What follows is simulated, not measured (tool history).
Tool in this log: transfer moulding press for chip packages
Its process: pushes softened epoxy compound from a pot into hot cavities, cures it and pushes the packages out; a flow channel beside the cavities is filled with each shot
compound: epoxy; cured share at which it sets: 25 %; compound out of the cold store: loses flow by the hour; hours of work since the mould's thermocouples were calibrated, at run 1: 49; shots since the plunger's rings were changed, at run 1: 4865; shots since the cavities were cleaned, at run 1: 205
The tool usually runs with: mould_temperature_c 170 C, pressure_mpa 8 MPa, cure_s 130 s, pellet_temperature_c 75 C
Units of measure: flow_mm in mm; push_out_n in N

run	hour	mould_temperature_c	pressure_mpa	cure_s	pellet_temperature_c	hours of work since the mould's thermocouples were calibrated	shots since the plunger's rings were changed	shots since the cavities were cleaned	incoming compound's hours out of the cold store	flow_mm	push_out_n
1	0	170	8	130	75	49	4865	205	16.9	780	251
2	10.3	170	8	130	75	56	4956	296	24.2	732	265
3	21.4	170	8	130	75	63	5056	396	13.4	804	259
4	35.4	170	8	130	75	72	5180	520	17	781	261
5	48.5	170	8	130	75	81	5296	636	27.6	714	249
6	58.6	170	8	130	76	87	5385	725	46.9	618	251
7	66.2	170	8	130	76	92	5452	792	26.3	719	258
8	73.4	170	6.17	130	76	96	5516	856	30	623	247
# hour 79.5: plunger's sealing rings changed
9	86.3	170	6.17	130	76	103	60	948	46.7	549	246
10	93	173	6.17	130	76	107	120	1008	38.6	570	249
11	105	173	6.17	130	76	115	227	1115	27.6	622	241
12	112.1	170	8	130	75	120	290	1178	37.1	674	249
# hour 114.9: cavities cleaned with cleaning compound and waxed
13	125.4	170	8	130	78	127	394	93	14.7	794	256
14	137.7	170	8	134	75	135	503	202	26.2	727	250
15	147.3	162	8	134	75	141	589	288	36.1	689	302
16	153	162	8	134	75	145	639	338	19.2	782	331
17	166.3	169	8	130	69	153	757	456	11.7	818	277
18	178.6	177	8.71	115	66	161	866	565	29.1	726	255
19	184.8	177	8.71	115	69	165	921	620	25.1	747	250
20	195.9	162	9.48	140	67	172	1019	718	9.4	931	314
21	203.1	162	9.48	140	67	177	1083	782	17.2	875	313
22	216.3	167	7.82	140	67	185	1200	899	13.5	802	277
23	224.9	167	8.1	139	75	191	1276	975	8.4	844	276
24	234.6	175	8	130	82	197	1362	1061	34.1	670	245
25	242.4	175	8	130	82	202	1431	1130	33.1	680	246
# hour 251.1: cavities cleaned with cleaning compound and waxed
26	251.1	175	7.46	154	69	207	1496	0	34	647	226
27	260.8	170	8	138	72	213	1581	85	35.7	672	236
28	268.8	175	6.89	137	77	218	1653	157	11.3	745	248

What if the next run were any one of these 3? Each begins from the tool's condition after run 28:
A	276.5	175	6.89	137	74	223	1721	225	30.6	?	?
B	276.5	163	8	154	67	223	1721	225	19.3	?	?
C	276.5	163	8.98	126	75	223	1721	225	45	?	?

run	flow_mm	push_out_n
A	649	242
B	788	270
C	686	314
Take away the tool's hidden state, keep each run's random variation, and the runs would have read:
run	flow_mm	push_out_n
A	649	242
B	788	269
C	687	313

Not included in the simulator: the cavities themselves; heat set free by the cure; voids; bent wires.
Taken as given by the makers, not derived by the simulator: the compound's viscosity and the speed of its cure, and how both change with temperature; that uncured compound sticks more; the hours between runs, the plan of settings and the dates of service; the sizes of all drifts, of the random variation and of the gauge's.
